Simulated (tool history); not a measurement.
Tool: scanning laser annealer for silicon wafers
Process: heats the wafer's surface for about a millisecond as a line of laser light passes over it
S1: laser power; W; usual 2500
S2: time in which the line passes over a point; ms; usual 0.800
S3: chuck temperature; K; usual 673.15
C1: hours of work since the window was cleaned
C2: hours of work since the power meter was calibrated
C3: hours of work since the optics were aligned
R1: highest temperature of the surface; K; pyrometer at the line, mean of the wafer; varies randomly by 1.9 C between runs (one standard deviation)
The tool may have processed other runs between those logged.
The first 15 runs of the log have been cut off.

| run | day | S1 | S2 | S3 | C1 | C2 | C3 | R1 |
|---|---|---|---|---|---|---|---|---|
| 16 | 39.325 | 2500 | 0.800 | 646.15 | 258 | 2195 | 1410 | 1326.15 |
| 17 | 41.767 | 2500 | 0.800 | 646.15 | 292 | 2229 | 1444 | 1325.15 |
|  | 42.325 | optics aligned, line set to its width |
| 18 | 45.562 | 2500 | 0.800 | 646.15 | 342 | 2279 | 45 | 1314.15 |
| 19 | 49.042 | 2500 | 0.800 | 646.15 | 390 | 2327 | 93 | 1312.15 |
|  | 50.517 | window over the wafer cleaned |
| 20 | 50.992 | 2500 | 0.866 | 673.15 | 7 | 2353 | 119 | 1384.15 |
| 21 | 52.983 | 2605 | 0.800 | 681.15 | 34 | 2380 | 147 | 1393.15 |
| 22 | 55.075 | 2702 | 0.657 | 681.15 | 63 | 2409 | 175 | 1342.15 |
| 23 | 57.875 | 2746 | 0.742 | 663.15 | 102 | 2448 | 214 | 1379.15 |
| 24 | 59.912 | 2746 | 0.742 | 663.15 | 130 | 2476 | 243 | 1377.15 |
| 25 | 61.583 | 2408 | 0.648 | 648.15 | 153 | 2499 | 266 | 1223.15 |
|  | 65.308 | optics aligned, line set to its width, once more |
| 26 | 65.404 | 2429 | 0.843 | 650.15 | 203 | 2549 | 1 | 1346.15 |
| 27 | 68.325 | 2210 | 0.800 | 711.15 | 244 | 2590 | 42 | 1316.15 |
| 28 | 71.438 | 2210 | 0.800 | 711.15 | 287 | 2633 | 85 | 1318.15 |
| 29 | 74.654 | 2305 | 0.800 | 647.15 | 332 | 2678 | 129 | 1277.15 |
| 30 | 76.988 | 2305 | 0.800 | 647.15 | 364 | 2710 | 162 | 1278.15 |
|  | 80.138 | window over the wafer cleaned |
| 31 | 80.579 | 2305 | 0.800 | 647.15 | 6 | 2759 | 210 | 1289.15 |
| 32 | 82.842 | 2210 | 0.628 | 712.15 | 37 | 2790 | 242 | 1244.15 |
| 33 | 84.479 | 2210 | 0.886 | 702.15 | 60 | 2813 | 264 | 1348.15 |
| 34 | 88.258 | 2500 | 0.653 | 648.15 | 112 | 2865 | 317 | 1269.15 |
| 35 | 91.021 | 2423 | 0.800 | 688.15 | 151 | 2903 | 355 | 1359.15 |
| 36 | 93.025 | 2275 | 0.800 | 666.15 | 179 | 2931 | 383 | 1288.15 |
| 37 | 94.967 | 2377 | 0.879 | 690.15 | 205 | 2958 | 410 | 1378.15 |
| 38 | 96.575 | 2375 | 0.651 | 690.15 | 228 | 2980 | 432 | 1269.15 |
| 39 | 100.279 | 2375 | 0.651 | 690.15 | 279 | 3031 | 483 | 1271.15 |
| 40 | 102.317 | 2375 | 0.608 | 690.15 | 307 | 3060 | 512 | 1248.15 |

Here are 3 independent what-if runs from the current tool condition. What would each one return?
| A | 104.067 | 2375 | 0.608 | 712.15 | 332 | 3084 | 536 | ? |
| B | 104.067 | 2500 | 0.800 | 707.15 | 332 | 3084 | 536 | ? |
| C | 104.067 | 2500 | 0.800 | 712.15 | 332 | 3084 | 536 | ? |

| run | R1 |
|---|---|
| A | 1272.15 |
| B | 1392.15 |
| C | 1396.15 |
Without the tool's unlogged condition, the same runs would have read:
| run | R1 |
|---|---|
| A | 1298.15 |
| B | 1423.15 |
| C | 1427.15 |
